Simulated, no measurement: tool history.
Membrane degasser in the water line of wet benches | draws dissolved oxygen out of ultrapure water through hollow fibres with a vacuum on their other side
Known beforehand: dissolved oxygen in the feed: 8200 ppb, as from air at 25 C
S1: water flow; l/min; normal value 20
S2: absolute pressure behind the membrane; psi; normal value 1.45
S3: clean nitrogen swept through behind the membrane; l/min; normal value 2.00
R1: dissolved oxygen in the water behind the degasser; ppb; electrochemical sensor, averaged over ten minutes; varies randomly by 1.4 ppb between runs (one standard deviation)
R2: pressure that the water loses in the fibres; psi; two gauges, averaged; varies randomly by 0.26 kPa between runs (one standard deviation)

run	hour	S1	S2	S3	R1	R2
1	0.0	20	1.45	2.00	168.7	10.235
2	70.5	20	1.45	2.00	167.7	10.261
3	112.6	20	1.45	1.12	277.9	10.251
4	172.8	20	1.45	2.00	166.2	10.218
5	220.0	30	1.45	2.00	256.3	15.373
6	294.5	20	1.45	2.00	169.7	10.208
7	333.3	20	1.45	2.00	170.0	10.254
8	373.0	15	1.45	2.00	128.2	7.683
# hour 381.0: vacuum gauge calibrated
9	438.9	20	2.64	1.64	426.2	10.285
10	507.4	20	2.64	1.64	422.2	10.276

For run 11, what comes out?
11	587.2	20	2.64	1.64	?	?

{"run 11": {"R1": 425.5, "R2": 10.227}}
Without the tool's hidden state the same run would have given R1 410.4 ppb, R2 10.099 psi.
